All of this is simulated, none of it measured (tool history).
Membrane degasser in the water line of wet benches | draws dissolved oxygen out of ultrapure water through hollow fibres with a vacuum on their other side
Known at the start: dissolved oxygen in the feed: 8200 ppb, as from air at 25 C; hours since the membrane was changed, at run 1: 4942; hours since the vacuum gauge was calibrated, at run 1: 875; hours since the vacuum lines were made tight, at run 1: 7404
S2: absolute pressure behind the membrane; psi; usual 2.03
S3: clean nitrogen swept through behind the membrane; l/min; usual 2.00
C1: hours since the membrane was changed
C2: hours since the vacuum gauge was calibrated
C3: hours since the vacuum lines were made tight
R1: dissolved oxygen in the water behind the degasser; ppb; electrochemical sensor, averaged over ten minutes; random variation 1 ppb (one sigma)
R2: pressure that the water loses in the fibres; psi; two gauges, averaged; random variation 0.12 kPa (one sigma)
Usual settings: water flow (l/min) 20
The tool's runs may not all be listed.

run 1 day=0.000 | water_flow_(l/min)=20 S2=2.03 S3=2.00 | C1=4942 C2=875 C3=7404 | R1=262.0 R2=4.322
run 2 day=9.725 | water_flow_(l/min)=20 S2=2.03 S3=2.00 | C1=5175 C2=1109 C3=7637 | R1=264.6 R2=4.315
run 3 day=20.929 | water_flow_(l/min)=20 S2=2.03 S3=2.00 | C1=5444 C2=1377 C3=7906 | R1=262.6 R2=4.302
run 4 day=30.871 | water_flow_(l/min)=20 S2=2.03 S3=2.00 | C1=5682 C2=1616 C3=8145 | R1=263.9 R2=4.348
run 5 day=39.712 | water_flow_(l/min)=20 S2=2.03 S3=2.00 | C1=5895 C2=1828 C3=8357 | R1=263.7 R2=4.337
run 6 day=47.679 | water_flow_(l/min)=20 S2=2.03 S3=2.00 | C1=6086 C2=2019 C3=8548 | R1=264.6 R2=4.364
-- day=53.575 seals of the vacuum lines changed
run 7 day=55.904 | water_flow_(l/min)=20 S2=2.03 S3=2.00 | C1=6281 C2=2215 C3=56 | R1=259.2 R2=4.331
run 8 day=62.946 | water_flow_(l/min)=20 S2=2.03 S3=2.00 | C1=6450 C2=2384 C3=225 | R1=260.8 R2=4.347
run 9 day=72.325 | water_flow_(l/min)=20 S2=2.03 S3=2.00 | C1=6675 C2=2609 C3=450 | R1=259.4 R2=4.347
run 10 day=83.550 | water_flow_(l/min)=20 S2=2.03 S3=2.00 | C1=6945 C2=2878 C3=719 | R1=260.7 R2=4.332
run 11 day=93.429 | water_flow_(l/min)=20 S2=2.03 S3=2.00 | C1=7182 C2=3115 C3=956 | R1=260.6 R2=4.334
run 12 day=103.238 | water_flow_(l/min)=20 S2=2.03 S3=2.00 | C1=7417 C2=3351 C3=1192 | R1=260.7 R2=4.353
run 13 day=113.133 | water_flow_(l/min)=21 S2=2.03 S3=2.00 | C1=7655 C2=3588 C3=1429 | R1=274.9 R2=4.576
run 14 day=122.592 | water_flow_(l/min)=21 S2=2.03 S3=2.00 | C1=7882 C2=3815 C3=1656 | R1=275.1 R2=4.569
run 15 day=128.742 | water_flow_(l/min)=21 S2=2.03 S3=2.00 | C1=8029 C2=3963 C3=1804 | R1=275.2 R2=4.570
-- day=130.546 vacuum gauge calibrated
run 16 day=134.392 | water_flow_(l/min)=21 S2=2.03 S3=2.00 | C1=8164 C2=92 C3=1939 | R1=270.5 R2=4.605
run 17 day=143.750 | water_flow_(l/min)=18 S2=3.95 S3=2.00 | C1=8389 C2=317 C3=2164 | R1=493.5 R2=3.902
run 18 day=151.579 | water_flow_(l/min)=18 S2=3.95 S3=2.00 | C1=8577 C2=505 C3=2352 | R1=495.2 R2=3.913
run 19 day=157.404 | water_flow_(l/min)=27 S2=5.00 S3=0.83 | C1=8717 C2=645 C3=2491 | R1=1768.1 R2=5.870
run 20 day=166.612 | water_flow_(l/min)=31 S2=2.03 S3=2.00 | C1=8938 C2=866 C3=2712 | R1=421.1 R2=6.757
run 21 day=174.704 | water_flow_(l/min)=31 S2=1.49 S3=4.38 | C1=9132 C2=1060 C3=2907 | R1=173.5 R2=6.752
run 22 day=184.100 | water_flow_(l/min)=18 S2=2.03 S3=5.51 | C1=9357 C2=1285 C3=3132 | R1=92.7 R2=3.913
run 23 day=193.388 | water_flow_(l/min)=13 S2=1.32 S3=5.51 | C1=9580 C2=1508 C3=3355 | R1=36.7 R2=2.830
run 24 day=200.575 | water_flow_(l/min)=32 S2=1.32 S3=4.37 | C1=9753 C2=1681 C3=3527 | R1=165.3 R2=7.015
run 25 day=208.900 | water_flow_(l/min)=18 S2=1.28 S3=2.10 | C1=9953 C2=1880 C3=3727 | R1=121.7 R2=3.948
run 26 day=218.021 | water_flow_(l/min)=18 S2=1.28 S3=2.10 | C1=10172 C2=2099 C3=3946 | R1=122.7 R2=3.915
run 27 day=226.804 | water_flow_(l/min)=17 S2=4.58 S3=2.00 | C1=10382 C2=2310 C3=4157 | R1=555.3 R2=3.739
run 28 day=239.488 | water_flow_(l/min)=20 S2=5.02 S3=2.85 | C1=10687 C2=2615 C3=4461 | R1=516.0 R2=4.393
run 29 day=251.538 | water_flow_(l/min)=20 S2=1.91 S3=4.44 | C1=10976 C2=2904 C3=4751 | R1=121.6 R2=4.380
run 30 day=260.221 | water_flow_(l/min)=20 S2=1.91 S3=4.44 | C1=11184 C2=3112 C3=4959 | R1=119.7 R2=4.392
run 31 day=271.088 | water_flow_(l/min)=20 S2=1.91 S3=4.44 | C1=11445 C2=3373 C3=5220 | R1=120.7 R2=4.398

Forecast each of these 3 alternatives for the next run:
run A day=280.696 | water_flow_(l/min)=16 S2=1.38 S3=2.06 | C1=11676 C2=3604 C3=5450 | R1=? R2=?
run B day=280.696 | water_flow_(l/min)=21 S2=2.19 S3=3.61 | C1=11676 C2=3604 C3=5450 | R1=? R2=?
run C day=280.696 | water_flow_(l/min)=20 S2=2.03 S3=1.39 | C1=11676 C2=3604 C3=5450 | R1=? R2=?

run=A R1=125.0 R2=3.543
run=B R1=179.9 R2=4.592
run=C R1=364.1 R2=4.380
Without the tool's hidden state the same runs would have given:
run=A R1=117.2 R2=3.433
run=B R1=171.6 R2=4.447
run=C R1=349.8 R2=4.242
